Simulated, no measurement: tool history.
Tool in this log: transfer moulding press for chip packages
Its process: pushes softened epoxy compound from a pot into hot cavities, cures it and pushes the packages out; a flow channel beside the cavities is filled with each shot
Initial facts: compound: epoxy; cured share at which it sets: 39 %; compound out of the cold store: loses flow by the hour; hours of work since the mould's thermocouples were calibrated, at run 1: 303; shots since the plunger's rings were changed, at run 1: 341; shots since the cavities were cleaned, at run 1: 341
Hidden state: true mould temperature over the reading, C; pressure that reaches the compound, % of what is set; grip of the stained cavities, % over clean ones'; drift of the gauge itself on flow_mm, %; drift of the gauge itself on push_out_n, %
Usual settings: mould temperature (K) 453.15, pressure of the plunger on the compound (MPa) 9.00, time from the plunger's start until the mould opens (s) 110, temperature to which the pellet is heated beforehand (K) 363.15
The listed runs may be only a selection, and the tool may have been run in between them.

run	hour	mould temperature (K)	pressure of the plunger on the compound (MPa)	time from the plunger's start until the mould opens (s)	temperature to which the pellet is heated beforehand (K)	hours of work since the mould's thermocouples were calibrated	shots since the plunger's rings were changed	shots since the cavities were cleaned	incoming compound's hours out of the cold store	length that the compound runs in the flow channel (mm)	greatest force on the pins that push the packages out (N)
1	0.0	453.15	9.00	110	363.15	303	341	341	20.9	693	472
2	26.5	453.15	7.58	110	363.15	319	630	630	44.9	584	546
# hour 82.0: cavities cleaned with cleaning compound and waxed
3	88.9	453.15	7.58	110	363.15	356	1294	75	47.9	566	361
4	141.7	453.15	9.00	98	363.15	389	1870	651	46.0	629	655
# hour 191.6: cavities cleaned with cleaning compound and waxed
5	193.5	453.15	9.00	98	363.15	419	2418	21	37.4	641	420
6	255.3	453.15	9.00	98	363.15	457	3092	695	30.6	654	709
7	282.9	453.15	7.53	110	363.15	474	3393	996	30.0	596	610
# hour 305.3: cavities cleaned with cleaning compound and waxed
8	330.5	453.15	7.53	110	363.15	502	3896	275	32.5	586	439
9	379.6	453.15	9.00	110	363.15	532	4431	810	29.4	650	598
# hour 415.9: cavities cleaned with cleaning compound and waxed
10	432.5	453.15	9.00	110	363.15	564	4992	181	17.0	672	416
11	491.0	446.15	8.44	96	363.15	599	5629	818	24.5	652	1260
# hour 527.2: cavities cleaned with cleaning compound and waxed
12	538.6	446.15	7.54	96	363.15	628	6132	124	33.8	586	848
13	601.3	446.15	7.54	96	363.15	666	6816	808	33.3	585	1226
# hour 607.8: plunger's sealing rings changed
14	631.1	446.15	7.43	96	356.15	683	255	1106	40.7	601	1259
# hour 641.8: cavities cleaned with cleaning compound and waxed
15	681.8	453.15	7.69	148	363.15	713	791	436	47.9	576	384
16	715.6	453.15	7.69	148	363.15	733	1160	805	13.6	649	444
# hour 753.3: cavities cleaned with cleaning compound and waxed
17	758.7	456.15	9.00	106	358.15	759	1613	58	26.8	670	344
18	815.1	453.15	8.61	100	363.15	793	2228	673	22.1	666	629

Branching from run 18: 3 alternative next runs. What would each branch give?
# hour 867.6: cavities cleaned with cleaning compound and waxed
A	867.6	458.15	8.61	100	363.15	824	2784	0	30.7	?	?
# hour 867.6: cavities cleaned with cleaning compound and waxed
B	867.6	453.15	9.00	110	355.15	824	2784	0	20.8	?	?
# hour 867.6: cavities cleaned with cleaning compound and waxed
C	867.6	457.15	8.94	100	363.15	824	2784	0	19.7	?	?

run	length that the compound runs in the flow channel (mm)	greatest force on the pins that push the packages out (N)
A	625	315
B	675	344
C	668	322
Take away the tool's hidden state, keep each run's random variation, and the runs would have read:
run	length that the compound runs in the flow channel (mm)	greatest force on the pins that push the packages out (N)
A	646	329
B	697	366
C	690	340

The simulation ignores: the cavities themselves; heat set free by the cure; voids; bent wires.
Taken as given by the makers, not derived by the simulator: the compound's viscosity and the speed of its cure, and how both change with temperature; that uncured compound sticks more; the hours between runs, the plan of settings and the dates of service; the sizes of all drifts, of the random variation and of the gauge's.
